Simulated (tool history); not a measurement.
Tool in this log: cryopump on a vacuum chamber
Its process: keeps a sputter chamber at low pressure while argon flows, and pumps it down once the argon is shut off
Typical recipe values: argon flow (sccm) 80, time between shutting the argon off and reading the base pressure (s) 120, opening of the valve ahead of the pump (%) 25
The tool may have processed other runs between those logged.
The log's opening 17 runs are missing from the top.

run    hour  argon flow (sccm)  time between shutting the argon off and reading the base pressure (s)  opening of the valve ahead of the pump (%)  pressure while argon flows (Pa)  pressure after the wait (uPa)
 18   823.0                135                                                                    102                                          16                           1.3212                           1.73
 19   882.0                135                                                                     35                                          16                           1.3224                           4.01
 20   924.2                135                                                                     35                                          16                           1.3147                           4.10
 21   949.6                 49                                                                     42                                          17                           0.4537                           3.47
 22   987.3                 80                                                                    120                                          31                           0.4156                           1.65
 23  1034.8                 86                                                                     74                                          31                           0.4490                           2.34
 24  1076.2                 33                                                                     20                                          26                           0.2047                           6.73
 25  1108.7                154                                                                    147                                          20                           1.2246                           1.45
 26  1150.3                154                                                                    147                                          20                           1.2344                           1.53
 27  1174.9                154                                                                    147                                          20                           1.2374                           1.51
 28  1204.3                154                                                                    147                                          20                           1.2137                           1.52
 29  1263.0                154                                                                    147                                          34                           0.7488                           1.54
 30  1296.0                103                                                                     52                                          28                           0.6024                           2.95
 31  1333.5                103                                                                     52                                          28                           0.5967                           2.99
 32  1388.9                106                                                                    290                                          39                           0.4565                           1.10
 33  1427.7                106                                                                    290                                          39                           0.4599                           1.17
 34  1468.4                 83                                                                    238                                          32                           0.4336                           1.23

What if the next run were any one of these 4? Each begins from the tool's condition after run 34:
     1484.0  -- pump warmed up, emptied and cooled again
  A  1500.1                 45                                                                     91                                          38                                ?                              ?
     1484.0  -- pump warmed up, emptied and cooled again
  B  1500.1                 85                                                                    243                                          49                                ?                              ?
     1484.0  -- pump warmed up, emptied and cooled again
  C  1500.1                 83                                                                    132                                          23                                ?                              ?
     1484.0  -- pump warmed up, emptied and cooled again
  D  1500.1                118                                                                    120                                          16                                ?                              ?

run  pressure while argon flows (Pa)  pressure after the wait (uPa)
  A                           0.1799                           1.92
  B                           0.2660                           1.02
  C                           0.5510                           1.48
  D                           1.1212                           1.59
Take away the tool's hidden state, keep each run's random variation, and the runs would have read:
run  pressure while argon flows (Pa)  pressure after the wait (uPa)
  A                           0.1790                           1.63
  B                           0.2644                           0.73
  C                           0.5495                           1.20
  D                           1.1189                           1.29
